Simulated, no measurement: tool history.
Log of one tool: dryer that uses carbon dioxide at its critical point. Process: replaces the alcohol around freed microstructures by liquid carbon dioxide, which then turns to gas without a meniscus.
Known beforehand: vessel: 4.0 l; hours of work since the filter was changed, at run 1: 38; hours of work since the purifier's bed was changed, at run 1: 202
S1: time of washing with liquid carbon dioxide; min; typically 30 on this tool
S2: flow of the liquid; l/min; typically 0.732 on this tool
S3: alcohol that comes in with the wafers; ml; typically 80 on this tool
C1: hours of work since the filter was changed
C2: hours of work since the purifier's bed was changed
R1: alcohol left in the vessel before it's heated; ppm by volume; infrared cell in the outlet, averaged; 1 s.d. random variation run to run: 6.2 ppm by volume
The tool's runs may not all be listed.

run	hour	S1	S2	S3	C1	C2	R1
1	0.0	30	0.732	80	38	202	306
2	41.3	20	0.732	80	69	233	1156
3	77.9	18	0.732	80	96	260	1589
4	117.6	27	0.732	80	126	290	495
5	143.4	27	0.732	80	145	309	515
6	180.7	30	0.910	80	173	337	180
7	209.6	30	0.910	80	195	358	185
8	251.2	30	0.732	24	226	389	185
9	270.4	30	0.732	24	240	404	191
10	305.4	30	1.168	23	266	430	115
11	331.1	30	1.168	23	285	449	108
12	356.0	37	1.222	92	304	468	119
13	397.8	37	1.222	92	335	499	129
14	438.8	37	0.593	24	366	530	242
15	475.4	26	0.570	46	393	557	925
# hour 481.6: purifier's bed changed
# hour 508.9: inlet filter changed
16	508.9	26	0.570	46	0	20	611
17	533.4	35	0.499	72	18	38	601

Each row is a separate what-if for the run after 17, all from the same tool condition, not one after another. Results?
A	572.0	46	0.499	40	47	67	?
B	572.0	30	0.732	64	47	67	?
C	572.0	18	0.532	72	47	67	?
D	572.0	35	0.499	68	47	67	?

run	R1
A	130
B	225
C	2776
D	581
With the hidden condition removed and each run's random variation left untouched, the same runs would have given:
run	R1
A	107
B	198
C	2699
D	542
